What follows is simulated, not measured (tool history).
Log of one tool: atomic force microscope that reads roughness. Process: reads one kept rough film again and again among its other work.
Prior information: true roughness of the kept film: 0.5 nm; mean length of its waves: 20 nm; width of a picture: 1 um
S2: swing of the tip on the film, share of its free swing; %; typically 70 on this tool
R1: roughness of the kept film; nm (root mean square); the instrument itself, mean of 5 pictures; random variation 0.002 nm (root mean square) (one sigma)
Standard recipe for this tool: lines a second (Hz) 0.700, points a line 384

run 1 hour=0.0 | lines_a_second_(Hz)=0.700 S2=70 points_a_line=384 | R1=0.449
run 2 hour=33.9 | lines_a_second_(Hz)=1.120 S2=70 points_a_line=384 | R1=0.436
run 3 hour=60.4 | lines_a_second_(Hz)=0.700 S2=70 points_a_line=384 | R1=0.445
run 4 hour=117.9 | lines_a_second_(Hz)=0.700 S2=70 points_a_line=384 | R1=0.458
run 5 hour=174.7 | lines_a_second_(Hz)=0.700 S2=70 points_a_line=664 | R1=0.458
run 6 hour=230.6 | lines_a_second_(Hz)=0.700 S2=83 points_a_line=384 | R1=0.436
run 7 hour=257.2 | lines_a_second_(Hz)=0.700 S2=83 points_a_line=384 | R1=0.454
run 8 hour=284.9 | lines_a_second_(Hz)=1.249 S2=83 points_a_line=384 | R1=0.433
run 9 hour=308.8 | lines_a_second_(Hz)=1.249 S2=83 points_a_line=384 | R1=0.435
run 10 hour=346.7 | lines_a_second_(Hz)=1.249 S2=78 points_a_line=384 | R1=0.436
run 11 hour=381.6 | lines_a_second_(Hz)=0.700 S2=77 points_a_line=384 | R1=0.443
run 12 hour=439.5 | lines_a_second_(Hz)=0.700 S2=70 points_a_line=278 | R1=0.459
run 13 hour=482.7 | lines_a_second_(Hz)=0.700 S2=70 points_a_line=278 | R1=0.458
run 14 hour=506.9 | lines_a_second_(Hz)=0.700 S2=70 points_a_line=278 | R1=0.451
run 15 hour=563.7 | lines_a_second_(Hz)=0.700 S2=70 points_a_line=278 | R1=0.445
run 16 hour=603.3 | lines_a_second_(Hz)=0.700 S2=70 points_a_line=278 | R1=0.442
run 17 hour=632.0 | lines_a_second_(Hz)=0.700 S2=70 points_a_line=278 | R1=0.462
run 18 hour=680.9 | lines_a_second_(Hz)=0.700 S2=70 points_a_line=399 | R1=0.463
run 19 hour=733.0 | lines_a_second_(Hz)=0.700 S2=77 points_a_line=399 | R1=0.450
run 20 hour=781.6 | lines_a_second_(Hz)=0.700 S2=77 points_a_line=399 | R1=0.442
run 21 hour=813.1 | lines_a_second_(Hz)=0.700 S2=77 points_a_line=399 | R1=0.464
run 22 hour=867.4 | lines_a_second_(Hz)=0.700 S2=77 points_a_line=399 | R1=0.457
run 23 hour=902.7 | lines_a_second_(Hz)=0.700 S2=77 points_a_line=399 | R1=0.457
run 24 hour=934.1 | lines_a_second_(Hz)=0.700 S2=77 points_a_line=399 | R1=0.449
run 25 hour=979.9 | lines_a_second_(Hz)=1.541 S2=56 points_a_line=853 | R1=0.481
run 26 hour=1008.7 | lines_a_second_(Hz)=1.541 S2=79 points_a_line=853 | R1=0.445
run 27 hour=1059.3 | lines_a_second_(Hz)=1.541 S2=79 points_a_line=853 | R1=0.441
run 28 hour=1095.5 | lines_a_second_(Hz)=2.390 S2=76 points_a_line=447 | R1=0.414
run 29 hour=1121.6 | lines_a_second_(Hz)=2.390 S2=76 points_a_line=447 | R1=0.413
run 30 hour=1176.9 | lines_a_second_(Hz)=0.970 S2=61 points_a_line=256 | R1=0.462
run 31 hour=1223.4 | lines_a_second_(Hz)=0.970 S2=61 points_a_line=256 | R1=0.457
run 32 hour=1279.5 | lines_a_second_(Hz)=0.692 S2=69 points_a_line=717 | R1=0.465
run 33 hour=1326.0 | lines_a_second_(Hz)=0.700 S2=70 points_a_line=276 | R1=0.448
run 34 hour=1378.8 | lines_a_second_(Hz)=0.700 S2=70 points_a_line=276 | R1=0.462
run 35 hour=1406.9 | lines_a_second_(Hz)=1.285 S2=70 points_a_line=922 | R1=0.452
run 36 hour=1446.5 | lines_a_second_(Hz)=0.519 S2=70 points_a_line=384 | R1=0.451
run 37 hour=1490.9 | lines_a_second_(Hz)=2.154 S2=70 points_a_line=824 | R1=0.428
run 38 hour=1515.4 | lines_a_second_(Hz)=2.154 S2=70 points_a_line=824 | R1=0.425
run 39 hour=1549.2 | lines_a_second_(Hz)=0.700 S2=80 points_a_line=308 | R1=0.453
run 40 hour=1586.1 | lines_a_second_(Hz)=1.955 S2=89 points_a_line=475 | R1=0.395
run 41 hour=1637.0 | lines_a_second_(Hz)=1.955 S2=89 points_a_line=475 | R1=0.389
run 42 hour=1664.0 | lines_a_second_(Hz)=0.700 S2=70 points_a_line=461 | R1=0.451
run 43 hour=1696.2 | lines_a_second_(Hz)=0.700 S2=86 points_a_line=384 | R1=0.429
run 44 hour=1729.8 | lines_a_second_(Hz)=2.367 S2=70 points_a_line=841 | R1=0.440

Taken out of this log: 11 entries between the listed runs. Where each belongs, and how the hidden state differs across it:
After run 3, before run 4: new tip fitted (hour 72.9)
  radius of the tip, nm: 16.5 -> 8.1; height scale over the true one, %: 0.13 -> 0.22
  the result without the hidden state subtracted from the measured one, R1: -0.024 -> -0.006 nm (root mean square)
After run 6, before run 7: new tip fitted (hour 254.4)
  radius of the tip, nm: 15.6 -> 5.6; height scale over the true one, %: 0.4 -> 0.44
  the result without the hidden state subtracted from the measured one, R1: -0.020 -> +0.000 nm (root mean square)
After run 11, before run 12: new tip fitted (hour 434.1)
  radius of the tip, nm: 13.7 -> 5.9; height scale over the true one, %: 0.63 -> 0.72
  the result without the hidden state subtracted from the measured one, R1: -0.015 -> +0.001 nm (root mean square)
After run 16, before run 17: new tip fitted (hour 615.5)
  radius of the tip, nm: 16.2 -> 6.5; height scale over the true one, %: 0.99 -> 1.03
  the result without the hidden state subtracted from the measured one, R1: -0.019 -> +0.001 nm (root mean square)
After run 20, before run 21: new tip fitted (hour 795.8)
  radius of the tip, nm: 16 -> 6; height scale over the true one, %: 1.26 -> 1.31
  the result without the hidden state subtracted from the measured one, R1: -0.017 -> +0.004 nm (root mean square)
After run 24, before run 25: new tip fitted (hour 976.6)
  radius of the tip, nm: 14.2 -> 5.4; height scale over the true one, %: 1.5 -> 1.57
  the result without the hidden state subtracted from the measured one, R1: -0.013 -> +0.007 nm (root mean square)
After run 29, before run 30: new tip fitted (hour 1156.0)
  radius of the tip, nm: 14.9 -> 6.4; height scale over the true one, %: 1.79 -> 1.88
  the result without the hidden state subtracted from the measured one, R1: -0.013 -> +0.006 nm (root mean square)
After run 33, before run 34: new tip fitted (hour 1336.2)
  radius of the tip, nm: 16.1 -> 7.8; height scale over the true one, %: 2.12 -> 2.2
  the result without the hidden state subtracted from the measured one, R1: -0.014 -> +0.004 nm (root mean square)
After run 34, before run 35: height scale calibrated on a step standard (hour 1390.5)
  radius of the tip, nm: 7.8 -> 9.7; height scale over the true one, %: 2.2 -> -0.01
  the result without the hidden state subtracted from the measured one, R1: +0.004 -> -0.010 nm (root mean square)
After run 38, before run 39: new tip fitted (hour 1519.0)
  radius of the tip, nm: 17.1 -> 7; height scale over the true one, %: 0.16 -> 0.21
  the result without the hidden state subtracted from the measured one, R1: -0.024 -> -0.004 nm (root mean square)
After run 43, before run 44: new tip fitted (hour 1701.1)
  radius of the tip, nm: 16.8 -> 7.2; height scale over the true one, %: 0.45 -> 0.5
  the result without the hidden state subtracted from the measured one, R1: -0.022 -> -0.003 nm (root mean square)
